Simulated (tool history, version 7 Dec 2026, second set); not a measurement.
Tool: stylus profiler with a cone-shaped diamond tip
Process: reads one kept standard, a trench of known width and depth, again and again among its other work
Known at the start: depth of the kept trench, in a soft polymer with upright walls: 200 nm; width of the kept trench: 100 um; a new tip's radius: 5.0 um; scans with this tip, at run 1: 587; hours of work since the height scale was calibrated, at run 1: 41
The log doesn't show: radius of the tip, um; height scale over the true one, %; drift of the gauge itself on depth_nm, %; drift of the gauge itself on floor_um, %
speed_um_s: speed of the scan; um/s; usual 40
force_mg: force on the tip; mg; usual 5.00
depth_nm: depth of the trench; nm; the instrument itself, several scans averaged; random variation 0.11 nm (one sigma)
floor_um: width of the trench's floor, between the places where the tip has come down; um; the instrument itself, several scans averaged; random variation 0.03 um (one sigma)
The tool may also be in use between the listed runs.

run,hour,speed_um_s,force_mg,scans with this tip,hours of work since the height scale was calibrated,depth_nm,floor_um
1,0.0,40,5.00,587,41,203.63,97.02
2,10.1,40,5.00,698,49,203.60,96.96
3,24.6,40,5.00,858,60,203.50,97.02
4,45.4,155,5.00,1086,76,203.69,96.70
5,65.6,155,5.00,1307,91,203.69,96.66
6,76.5,15,14.18,1427,100,207.54,96.99
7,88.7,10,4.36,1562,109,203.40,96.97
8,99.7,91,5.00,1682,118,203.75,96.80
9,117.0,91,5.00,1871,131,203.89,96.75
10,130.0,37,4.10,2015,141,203.47,96.87

4 ways to go on from here, each from the tool as it stands after run 10. What would each give?
A,140.9,25,13.37,2134,149,?,?
B,140.9,37,5.00,2134,149,?,?
C,140.9,77,5.00,2134,149,?,?
D,140.9,58,3.15,2134,149,?,?

run,depth_nm,floor_um
A,207.42,96.89
B,203.90,96.87
C,203.82,96.76
D,202.97,96.80
Without the tool's hidden state the same runs would have given:
run,depth_nm,floor_um
A,207.36,97.15
B,203.85,97.14
C,203.77,97.03
D,202.92,97.07
